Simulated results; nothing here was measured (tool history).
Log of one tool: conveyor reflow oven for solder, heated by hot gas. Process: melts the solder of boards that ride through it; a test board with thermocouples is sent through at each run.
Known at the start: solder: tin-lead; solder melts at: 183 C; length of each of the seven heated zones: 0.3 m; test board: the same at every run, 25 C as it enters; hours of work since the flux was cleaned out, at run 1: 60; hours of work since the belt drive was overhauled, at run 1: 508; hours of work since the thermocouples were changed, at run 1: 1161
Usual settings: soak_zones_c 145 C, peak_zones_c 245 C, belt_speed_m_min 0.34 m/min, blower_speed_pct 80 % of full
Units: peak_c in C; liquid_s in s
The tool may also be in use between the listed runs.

| run | hour | soak_zones_c | peak_zones_c | belt_speed_m_min | blower_speed_pct | hours of work since the flux was cleaned out | hours of work since the belt drive was overhauled | hours of work since the thermocouples were changed | peak_c | liquid_s |
|---|---|---|---|---|---|---|---|---|---|---|
| 1 | 0 | 145 | 245 | 0.34 | 80 | 60 | 508 | 1161 | 228.6 | 92.9 |
| 2 | 73.6 | 145 | 245 | 0.34 | 80 | 94 | 543 | 1195 | 227 | 94 |
| 3 | 116.5 | 145 | 245 | 0.34 | 80 | 114 | 563 | 1215 | 228.4 | 93.1 |
| 4 | 176.2 | 145 | 245 | 0.34 | 69 | 143 | 591 | 1243 | 226.1 | 91.6 |
| 5 | 253.7 | 145 | 245 | 0.34 | 80 | 179 | 627 | 1280 | 226.1 | 92.1 |
|  | 260.6 | thermocouples of zones 6 and 7 changed |
|  | 309.8 | flux residue cleaned out of gas plates and filters |
| 6 | 338.6 | 145 | 245 | 0.34 | 80 | 13 | 664 | 34 | 232.6 | 97.7 |

Run 7 comes next. What will it give?
| 7 | 389.3 | 146 | 237 | 0.34 | 80 | 37 | 688 | 58 | ? | ? |

{"run 7": {"peak_c": 225, "liquid_s": 92.8}}
Without the tool's hidden state the same run would have given peak_c 225.3 C, liquid_s 91.9 s.

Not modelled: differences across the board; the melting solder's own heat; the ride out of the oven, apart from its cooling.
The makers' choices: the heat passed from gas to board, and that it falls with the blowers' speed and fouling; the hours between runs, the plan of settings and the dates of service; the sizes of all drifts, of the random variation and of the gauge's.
